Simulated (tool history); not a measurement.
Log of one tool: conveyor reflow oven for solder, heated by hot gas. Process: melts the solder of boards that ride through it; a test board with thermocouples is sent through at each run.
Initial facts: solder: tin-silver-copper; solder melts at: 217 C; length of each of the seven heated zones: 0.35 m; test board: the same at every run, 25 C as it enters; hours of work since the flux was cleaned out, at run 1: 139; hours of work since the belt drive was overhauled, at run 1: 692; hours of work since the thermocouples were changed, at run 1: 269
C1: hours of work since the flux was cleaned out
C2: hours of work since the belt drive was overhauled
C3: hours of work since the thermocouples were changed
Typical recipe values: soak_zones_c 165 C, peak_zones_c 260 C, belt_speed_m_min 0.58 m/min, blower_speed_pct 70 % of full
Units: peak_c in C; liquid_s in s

Run 1, hour 0: usual settings; C1 139; C2 692; C3 269. Result: peak_c 241.9 C, liquid_s 42.5 s.
Run 2, hour 26.2: usual settings but blower_speed_pct 64 % of full; C1 151; C2 704; C3 282. Result: peak_c 240.2 C, liquid_s 40.5 s.
At hour 47.1: belt drive overhauled, speed set with a stopwatch.
Run 3, hour 55.3: usual settings but peak_zones_c 249 C, blower_speed_pct 64 % of full; C1 163; C2 4; C3 293. Result: peak_c 231.6 C, liquid_s 30.5 s.
Run 4, hour 72.5: usual settings; C1 171; C2 12; C3 301. Result: peak_c 242.1 C, liquid_s 43.3 s.
At hour 83.8: flux residue cleaned out of gas plates and filters.
Run 5, hour 98.9: usual settings; C1 7; C2 22; C3 311. Result: peak_c 243.4 C, liquid_s 45.2 s.
Run 6, hour 125.8: usual settings; C1 20; C2 34; C3 324. Result: peak_c 243.5 C, liquid_s 45.1 s.
Run 7, hour 145.5: usual settings; C1 29; C2 44; C3 333. Result: peak_c 243.5 C, liquid_s 45.1 s.
At hour 153.6: belt drive overhauled, speed set with a stopwatch, once more.
Run 8, hour 169.9: usual settings; C1 38; C2 8; C3 343. Result: peak_c 242.5 C, liquid_s 42.9 s.
Run 9, hour 191.3: usual settings; C1 48; C2 18; C3 353. Result: peak_c 242.4 C, liquid_s 42.9 s.
Run 10, hour 203.4: usual settings but blower_speed_pct 84 % of full; C1 54; C2 23; C3 358. Result: peak_c 245.4 C, liquid_s 46.2 s.
Run 11, hour 218.7: usual settings but soak_zones_c 174 C; C1 61; C2 30; C3 365. Result: peak_c 244.3 C, liquid_s 47.1 s.
Run 12, hour 236.8: usual settings but peak_zones_c 267 C; C1 70; C2 39; C3 374. Result: peak_c 248 C, liquid_s 47.7 s.
Run 13, hour 265.6: usual settings but peak_zones_c 267 C; C1 83; C2 52; C3 387. Result: peak_c 248.1 C, liquid_s 47.4 s.
Run 14, hour 294.6: usual settings but soak_zones_c 164 C; C1 96; C2 66; C3 401. Result: peak_c 241.8 C, liquid_s 41.6 s.
Run 15, hour 312: usual settings but soak_zones_c 164 C; C1 105; C2 74; C3 409. Result: peak_c 241.6 C, liquid_s 41.8 s.
Run 16, hour 324.7: usual settings but soak_zones_c 164 C, belt_speed_m_min 0.626 m/min, blower_speed_pct 66 % of full; C1 110; C2 80; C3 415. Result: peak_c 238 C, liquid_s 33.6 s.
Run 17, hour 351: usual settings but soak_zones_c 164 C, belt_speed_m_min 0.626 m/min, blower_speed_pct 66 % of full; C1 123; C2 92; C3 427. Result: peak_c 237.6 C, liquid_s 33.8 s.
Run 18, hour 365.9: usual settings but soak_zones_c 164 C, belt_speed_m_min 0.626 m/min, blower_speed_pct 66 % of full; C1 130; C2 99; C3 434. Result: peak_c 237.8 C, liquid_s 33.7 s.
Run 19, hour 383.7: usual settings but peak_zones_c 248 C, belt_speed_m_min 0.548 m/min, blower_speed_pct 66 % of full; C1 138; C2 107; C3 442. Result: peak_c 232.7 C, liquid_s 34.1 s.
Run 20, hour 410.1: usual settings but peak_zones_c 266 C, blower_speed_pct 89 % of full; C1 150; C2 120; C3 455. Result: peak_c 250.7 C, liquid_s 50.3 s.
Run 21, hour 435.7: usual settings but peak_zones_c 266 C, blower_speed_pct 89 % of full; C1 162; C2 132; C3 467. Result: peak_c 250.5 C, liquid_s 50.1 s.
At hour 464.4: flux residue cleaned out of gas plates and filters.
Run 22, hour 469.9: usual settings but soak_zones_c 173 C, peak_zones_c 258 C, belt_speed_m_min 0.596 m/min, blower_speed_pct 56 % of full; C1 3; C2 145; C3 480. Result: peak_c 238.7 C, liquid_s 39.4 s.
Run 23, hour 493.5: usual settings but soak_zones_c 173 C, peak_zones_c 258 C, belt_speed_m_min 0.596 m/min, blower_speed_pct 56 % of full; C1 14; C2 156; C3 491. Result: peak_c 238.5 C, liquid_s 39.1 s.
Run 24, hour 522.9: usual settings but soak_zones_c 162 C, peak_zones_c 258 C, belt_speed_m_min 0.596 m/min, blower_speed_pct 77 % of full; C1 27; C2 170; C3 505. Result: peak_c 241.6 C, liquid_s 40.3 s.
Run 25, hour 544: usual settings but soak_zones_c 162 C, peak_zones_c 258 C, belt_speed_m_min 0.596 m/min, blower_speed_pct 77 % of full; C1 37; C2 180; C3 515. Result: peak_c 241.3 C, liquid_s 40.3 s.
Run 26, hour 557.4: usual settings but belt_speed_m_min 0.538 m/min; C1 43; C2 186; C3 521. Result: peak_c 245.4 C, liquid_s 49.9 s.
Run 27, hour 582.4: usual settings but peak_zones_c 257 C, blower_speed_pct 57 % of full; C1 55; C2 198; C3 533. Result: peak_c 237 C, liquid_s 36.2 s.
Run 28, hour 606.1: usual settings but peak_zones_c 257 C, belt_speed_m_min 0.577 m/min, blower_speed_pct 57 % of full; C1 66; C2 209; C3 544. Result: peak_c 237.1 C, liquid_s 36.6 s.
Run 29, hour 619.3: usual settings but peak_zones_c 257 C, belt_speed_m_min 0.577 m/min, blower_speed_pct 57 % of full; C1 72; C2 215; C3 550. Result: peak_c 236.7 C, liquid_s 36.2 s.
Run 30, hour 637.1: usual settings but peak_zones_c 257 C, belt_speed_m_min 0.577 m/min, blower_speed_pct 86 % of full; C1 81; C2 223; C3 558. Result: peak_c 243.3 C, liquid_s 45.3 s.

What if the next run were any one of these 5? Each begins from the tool's condition after run 30:
Run A, hour 656.8: usual settings but soak_zones_c 160 C; C1 90; C2 232; C3 567. Result: peak_c ?, liquid_s ?.
Run B, hour 656.8: usual settings but soak_zones_c 155 C, peak_zones_c 251 C, belt_speed_m_min 0.612 m/min; C1 90; C2 232; C3 567. Result: peak_c ?, liquid_s ?.
Run C, hour 656.8: usual settings but soak_zones_c 156 C, peak_zones_c 257 C, belt_speed_m_min 0.577 m/min, blower_speed_pct 65 % of full; C1 90; C2 232; C3 567. Result: peak_c ?, liquid_s ?.
Run D, hour 656.8: usual settings but peak_zones_c 257 C, belt_speed_m_min 0.577 m/min, blower_speed_pct 53 % of full; C1 90; C2 232; C3 567. Result: peak_c ?, liquid_s ?.
Run E, hour 656.8: usual settings but peak_zones_c 257 C, belt_speed_m_min 0.612 m/min, blower_speed_pct 53 % of full; C1 90; C2 232; C3 567. Result: peak_c ?, liquid_s ?.

run  peak_c  liquid_s
  A   241.7      40.6
  B   231.1        25
  C   237.2      34.8
  D   235.3      34.4
  E   233.2      28.9
Without the tool's hidden state the same runs would have given:
run  peak_c  liquid_s
  A   241.2      40.2
  B   230.6      24.7
  C   236.6      34.4
  D   234.7      33.8
  E   232.6      28.4
